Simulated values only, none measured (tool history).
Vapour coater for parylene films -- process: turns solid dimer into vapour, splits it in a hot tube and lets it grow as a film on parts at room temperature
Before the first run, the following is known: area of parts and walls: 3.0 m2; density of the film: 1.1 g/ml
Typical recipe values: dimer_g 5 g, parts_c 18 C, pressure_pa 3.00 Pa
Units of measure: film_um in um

{"run": 1, "hour": 0.0, "dimer_g": 5, "parts_c": 18, "pressure_pa": 3.0, "film_um": 1.06}
{"run": 2, "hour": 53.7, "dimer_g": 5, "parts_c": 18, "pressure_pa": 3.0, "film_um": 1.03}
{"run": 3, "hour": 98.1, "dimer_g": 5, "parts_c": 18, "pressure_pa": 3.0, "film_um": 1.04}
{"run": 4, "hour": 138.3, "dimer_g": 5, "parts_c": 18, "pressure_pa": 3.0, "film_um": 1.03}
{"run": 5, "hour": 180.2, "dimer_g": 5, "parts_c": 18, "pressure_pa": 3.0, "film_um": 1.04}
{"run": 6, "hour": 204.0, "dimer_g": 5, "parts_c": 18, "pressure_pa": 3.0, "film_um": 1.01}
{"run": 7, "hour": 233.7, "dimer_g": 5, "parts_c": 18, "pressure_pa": 6.1, "film_um": 0.98}
{"hour": 240.3, "done": "trap's valve overhauled"}
{"run": 8, "hour": 278.6, "dimer_g": 5, "parts_c": 18, "pressure_pa": 6.1, "film_um": 1.06}
{"run": 9, "hour": 330.5, "dimer_g": 5, "parts_c": 18, "pressure_pa": 6.1, "film_um": 1.02}
{"run": 10, "hour": 383.1, "dimer_g": 5, "parts_c": 18, "pressure_pa": 6.1, "film_um": 1.06}
{"run": 11, "hour": 428.8, "dimer_g": 5, "parts_c": 18, "pressure_pa": 6.1, "film_um": 1.03}
{"run": 12, "hour": 475.6, "dimer_g": 5, "parts_c": 18, "pressure_pa": 6.1, "film_um": 1.03}
{"hour": 478.9, "done": "table's thermometer calibrated"}
{"run": 13, "hour": 509.5, "dimer_g": 5, "parts_c": 18, "pressure_pa": 6.1, "film_um": 1.03}
{"run": 14, "hour": 554.8, "dimer_g": 6, "parts_c": 11, "pressure_pa": 3.0, "film_um": 1.63}
{"run": 15, "hour": 593.1, "dimer_g": 5, "parts_c": 18, "pressure_pa": 8.21, "film_um": 1.0}
{"run": 16, "hour": 625.2, "dimer_g": 5, "parts_c": 18, "pressure_pa": 8.21, "film_um": 0.99}
{"run": 17, "hour": 670.7, "dimer_g": 6, "parts_c": 22, "pressure_pa": 3.0, "film_um": 1.05}
{"run": 18, "hour": 708.2, "dimer_g": 3, "parts_c": 18, "pressure_pa": 4.04, "film_um": 0.63}
{"run": 19, "hour": 739.5, "dimer_g": 5, "parts_c": 18, "pressure_pa": 11.15, "film_um": 0.9}
{"hour": 751.2, "done": "trap's valve overhauled"}
{"hour": 763.7, "done": "table's thermometer calibrated, once more"}
{"run": 20, "hour": 788.4, "dimer_g": 5, "parts_c": 18, "pressure_pa": 11.15, "film_um": 1.0}

Here are 5 independent what-if runs from the current tool condition. What would each one return?
{"run": "A", "hour": 824.7, "dimer_g": 5, "parts_c": 16, "pressure_pa": 9.06, "film_um": "?"}
{"run": "B", "hour": 824.7, "dimer_g": 5, "parts_c": 15, "pressure_pa": 11.15, "film_um": "?"}
{"run": "C", "hour": 824.7, "dimer_g": 3, "parts_c": 24, "pressure_pa": 2.55, "film_um": "?"}
{"run": "D", "hour": 824.7, "dimer_g": 2, "parts_c": 11, "pressure_pa": 5.24, "film_um": "?"}
{"run": "E", "hour": 824.7, "dimer_g": 5, "parts_c": 11, "pressure_pa": 11.15, "film_um": "?"}

run=A film_um=1.08
run=B film_um=1.11
run=C film_um=0.50
run=D film_um=0.55
run=E film_um=1.32
Take away the tool's hidden state, keep each run's random variation, and the runs would have read:
run=A film_um=1.11
run=B film_um=1.14
run=C film_um=0.52
run=D film_um=0.56
run=E film_um=1.36

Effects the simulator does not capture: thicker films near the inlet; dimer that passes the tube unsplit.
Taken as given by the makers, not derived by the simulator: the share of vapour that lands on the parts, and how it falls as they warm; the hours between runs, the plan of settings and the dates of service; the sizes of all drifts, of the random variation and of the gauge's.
